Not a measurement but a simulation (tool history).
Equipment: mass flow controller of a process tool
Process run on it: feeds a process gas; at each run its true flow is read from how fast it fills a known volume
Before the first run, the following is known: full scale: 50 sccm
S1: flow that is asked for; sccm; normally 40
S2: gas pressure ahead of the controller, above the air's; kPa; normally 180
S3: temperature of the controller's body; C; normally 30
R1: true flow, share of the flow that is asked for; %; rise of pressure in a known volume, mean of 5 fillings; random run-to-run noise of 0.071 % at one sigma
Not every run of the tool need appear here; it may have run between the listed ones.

{"run": 1, "hour": 0.0, "S1": 40, "S2": 180, "S3": 30, "R1": 100.45}
{"run": 2, "hour": 170.8, "S1": 40, "S2": 180, "S3": 30, "R1": 100.58}
{"run": 3, "hour": 401.9, "S1": 40, "S2": 180, "S3": 30, "R1": 100.48}
{"run": 4, "hour": 648.3, "S1": 39, "S2": 180, "S3": 30, "R1": 100.54}
{"run": 5, "hour": 898.7, "S1": 40, "S2": 236, "S3": 30, "R1": 100.17}
{"run": 6, "hour": 1080.2, "S1": 40, "S2": 236, "S3": 30, "R1": 100.19}
{"run": 7, "hour": 1206.1, "S1": 40, "S2": 236, "S3": 30, "R1": 100.32}
{"run": 8, "hour": 1422.0, "S1": 40, "S2": 236, "S3": 30, "R1": 100.33}
{"run": 9, "hour": 1637.9, "S1": 40, "S2": 236, "S3": 30, "R1": 100.17}
{"run": 10, "hour": 1799.1, "S1": 35, "S2": 180, "S3": 21, "R1": 99.59}
{"run": 11, "hour": 2023.4, "S1": 35, "S2": 180, "S3": 21, "R1": 99.51}
{"run": 12, "hour": 2226.8, "S1": 35, "S2": 180, "S3": 21, "R1": 99.66}
{"run": 13, "hour": 2388.7, "S1": 35, "S2": 180, "S3": 21, "R1": 99.53}
{"run": 14, "hour": 2566.0, "S1": 40, "S2": 174, "S3": 24, "R1": 99.96}
{"run": 15, "hour": 2671.1, "S1": 40, "S2": 174, "S3": 24, "R1": 99.89}

Run 16, settings as shown, results not yet in. Your forecast:
{"run": 16, "hour": 2857.8, "S1": 40, "S2": 174, "S3": 24, "R1": "?"}

Run 16 measured R1 100.07 %.
On a tool with no hidden condition, and with the same random variation, this run would have come out at R1 100.07 %.
